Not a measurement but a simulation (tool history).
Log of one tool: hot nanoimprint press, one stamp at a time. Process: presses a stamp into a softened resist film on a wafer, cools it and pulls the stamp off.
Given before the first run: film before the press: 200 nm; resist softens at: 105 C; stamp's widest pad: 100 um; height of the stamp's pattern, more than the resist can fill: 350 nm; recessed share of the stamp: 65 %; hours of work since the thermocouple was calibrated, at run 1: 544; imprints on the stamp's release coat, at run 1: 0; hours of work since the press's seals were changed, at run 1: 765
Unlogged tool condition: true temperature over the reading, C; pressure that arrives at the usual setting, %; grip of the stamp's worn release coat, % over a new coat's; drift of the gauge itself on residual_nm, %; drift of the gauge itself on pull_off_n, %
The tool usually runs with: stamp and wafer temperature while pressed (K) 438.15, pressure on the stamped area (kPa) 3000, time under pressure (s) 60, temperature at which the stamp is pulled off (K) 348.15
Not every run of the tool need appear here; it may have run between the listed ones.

run    hour  stamp and wafer temperature while pressed (K)  pressure on the stamped area (kPa)  time under pressure (s)  temperature at which the stamp is pulled off (K)  hours of work since the thermocouple was calibrated  imprints on the stamp's release coat  hours of work since the press's seals were changed  resist left under the stamp's widest pad (nm)  greatest force while the stamp is pulled off (N)
  1       0                                         438.15                                3000                       60                                            348.15                                                  544                                     0                                                 765                                           97.7                                               153
  2    59.6                                         438.15                                3000                       56                                            348.15                                                  590                                   272                                                 810                                            100                                               157
       65.3  -- plate thermocouple calibrated
  3     100                                         439.15                                3000                       56                                            348.15                                                   26                                   443                                                 838                                           94.7                                               148
  4   160.9                                         433.15                                3000                       56                                            348.15                                                   72                                   721                                                 884                                          134.1                                               150
  5   198.7                                         438.15                                3000                       60                                            348.15                                                  101                                   894                                                 912                                           98.1                                               154
  6   241.4                                         438.15                                3000                       60                                            348.15                                                  133                                  1089                                                 945                                           98.6                                               154
  7   281.8                                         438.15                                3000                       60                                            348.15                                                  163                                  1273                                                 975                                           98.4                                               155
  8   335.5                                         438.15                                3350                       60                                            348.15                                                  204                                  1518                                                1015                                           93.9                                               159
      372.3  -- press's hydraulic seals changed and the load cell set to zero
  9   374.6                                         429.15                                3350                       60                                            348.15                                                  227                                  1660                                                   2                                          155.2                                               153
      400.5  -- stamp cleaned and given a new release coat
 10   426.6                                         438.15                                3000                       60                                            348.15                                                  262                                   119                                                  36                                           98.2                                               153
 11   472.9                                         438.15                                3000                       60                                            348.15                                                  297                                   331                                                  71                                           98.7                                               152
 12   506.2                                         438.15                                4380                       60                                            348.15                                                  322                                   483                                                  97                                           84.5                                               156
 13   547.5                                         438.15                                2860                       60                                            348.15                                                  353                                   671                                                 128                                          100.4                                               152
 14   573.6                                         438.15                                4380                       60                                            348.15                                                  373                                   790                                                 147                                           84.6                                               145
 15   614.6                                         447.15                                3000                       60                                            348.15                                                  404                                   977                                                 178                                             54                                               156
 16   647.6                                         447.15                                2380                       60                                            355.15                                                  429                                  1128                                                 203                                             60                                               150
 17     685                                         429.15                                2060                       30                                            355.15                                                  457                                  1299                                                 231                                            185                                               145
 18   733.1                                         445.15                                3000                       63                                            338.15                                                  493                                  1518                                                 268                                           60.6                                               169
 19   781.2                                         426.15                                4800                       63                                            338.15                                                  530                                  1738                                                 304                                          161.7                                               163
      791.9  -- stamp cleaned and given a new release coat
 20   818.2                                         426.15                                2600                       63                                            354.15                                                  553                                   120                                                 327                                          177.5                                               146
      875.2  -- plate thermocouple calibrated
 21   877.1                                         426.15                                2600                       63                                            354.15                                                    1                                   376                                                 370                                          178.7                                               148
 22   922.9                                         438.15                                3270                       60                                            348.15                                                   36                                   585                                                 404                                           96.4                                               156
 23   975.1                                         438.15                                3270                       60                                            347.15                                                   75                                   823                                                 444                                           96.5                                               159
 24  1026.2                                         428.15                                3000                       32                                            350.15                                                  114                                  1056                                                 482                                            181                                               151
 25  1073.8                                         440.15                                3010                       67                                            341.15                                                  150                                  1274                                                 518                                           83.3                                               161
 26  1099.3                                         438.15                                3520                       60                                            350.15                                                  169                                  1390                                                 537                                             94                                               154
 27  1140.3                                         438.15                                2240                       92                                            334.15                                                  200                                  1577                                                 568                                           95.6                                               172
     1159.1  -- gauge calibrated
     1183.9  -- stamp cleaned and given a new release coat
 28  1190.7                                         446.15                                3540                       54                                            351.15                                                  234                                    31                                                 602                                           55.5                                               144

Below are 5 alternative next runs, each starting from the tool's condition after run 28. Predict each:
  A  1239.3                                         438.15                                4290                       60                                            354.15                                                  270                                   253                                                 638                                              ?                                                 ?
  B  1239.3                                         438.15                                3000                       60                                            351.15                                                  270                                   253                                                 638                                              ?                                                 ?
  C  1239.3                                         448.15                                3880                       60                                            338.15                                                  270                                   253                                                 638                                              ?                                                 ?
  D  1239.3                                         439.15                                3540                       54                                            348.15                                                  270                                   253                                                 638                                              ?                                                 ?
  E  1239.3                                         446.15                                3300                       54                                            345.15                                                  270                                   253                                                 638                                              ?                                                 ?

run  resist left under the stamp's widest pad (nm)  greatest force while the stamp is pulled off (N)
  A                                             85                                               146
  B                                           97.9                                               152
  C                                           44.2                                               163
  D                                           89.8                                               152
  E                                           57.6                                               160
Without the tool's hidden state the same runs would have given:
run  resist left under the stamp's widest pad (nm)  greatest force while the stamp is pulled off (N)
  A                                           84.9                                               145
  B                                           97.8                                               151
  C                                           44.1                                               163
  D                                           89.7                                               151
  E                                           57.5                                               160
